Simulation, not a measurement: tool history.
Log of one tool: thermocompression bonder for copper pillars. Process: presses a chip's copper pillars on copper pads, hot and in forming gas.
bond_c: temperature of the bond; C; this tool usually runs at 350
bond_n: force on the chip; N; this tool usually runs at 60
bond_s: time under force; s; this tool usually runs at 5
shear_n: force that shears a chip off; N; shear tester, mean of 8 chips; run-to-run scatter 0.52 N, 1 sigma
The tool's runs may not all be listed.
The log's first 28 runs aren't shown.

At hour 345.2: forming gas filter changed.
Run 29, hour 351.8: usual settings but bond_c 374 C, bond_n 75 N, bond_s 3 s. Result: shear_n 80.3 N.
Run 30, hour 362.4: usual settings but bond_c 375 C, bond_s 6 s. Result: shear_n 86.6 N.
Run 31, hour 372.2: usual settings but bond_c 365 C, bond_n 40 N. Result: shear_n 69.5 N.
Run 32, hour 387.9: usual settings but bond_c 365 C, bond_n 40 N. Result: shear_n 69.9 N.
Run 33, hour 406: usual settings but bond_c 333 C, bond_n 53 N, bond_s 8 s. Result: shear_n 69 N.
Run 34, hour 419: usual settings but bond_c 333 C, bond_n 53 N, bond_s 8 s. Result: shear_n 69.8 N.
Run 35, hour 429: usual settings but bond_c 333 C, bond_n 53 N, bond_s 8 s. Result: shear_n 69.6 N.
Run 36, hour 442: usual settings but bond_c 333 C, bond_n 84 N, bond_s 10 s. Result: shear_n 82.1 N.
Run 37, hour 457.2: usual settings but bond_c 333 C, bond_n 84 N, bond_s 10 s. Result: shear_n 82.4 N.
Run 38, hour 474.5: usual settings but bond_c 353 C, bond_s 4 s. Result: shear_n 67.6 N.
Run 39, hour 485: usual settings but bond_c 361 C, bond_n 43 N, bond_s 14 s. Result: shear_n 83.5 N.
Run 40, hour 501.1: usual settings but bond_c 361 C, bond_n 76 N, bond_s 9 s. Result: shear_n 86.9 N.

Consider 4 possible next runs. They are alternatives, not a sequence: every one starts from the tool as it was left by run 40. What does each give?
Run A, hour 512.2: usual settings but bond_c 361 C, bond_n 53 N, bond_s 14 s. Result: shear_n ?.
Run B, hour 512.2: usual settings but bond_c 361 C, bond_n 54 N, bond_s 14 s. Result: shear_n ?.
Run C, hour 512.2: usual settings but bond_c 322 C, bond_n 76 N, bond_s 8 s. Result: shear_n ?.
Run D, hour 512.2: usual settings but bond_c 357 C, bond_s 4 s. Result: shear_n ?.

run  shear_n
  A     86.1
  B     85.9
  C       69
  D     68.2
Without the tool's unlogged condition, the same runs would have read:
run  shear_n
  A     90.5
  B     90.3
  C     70.4
  D       70
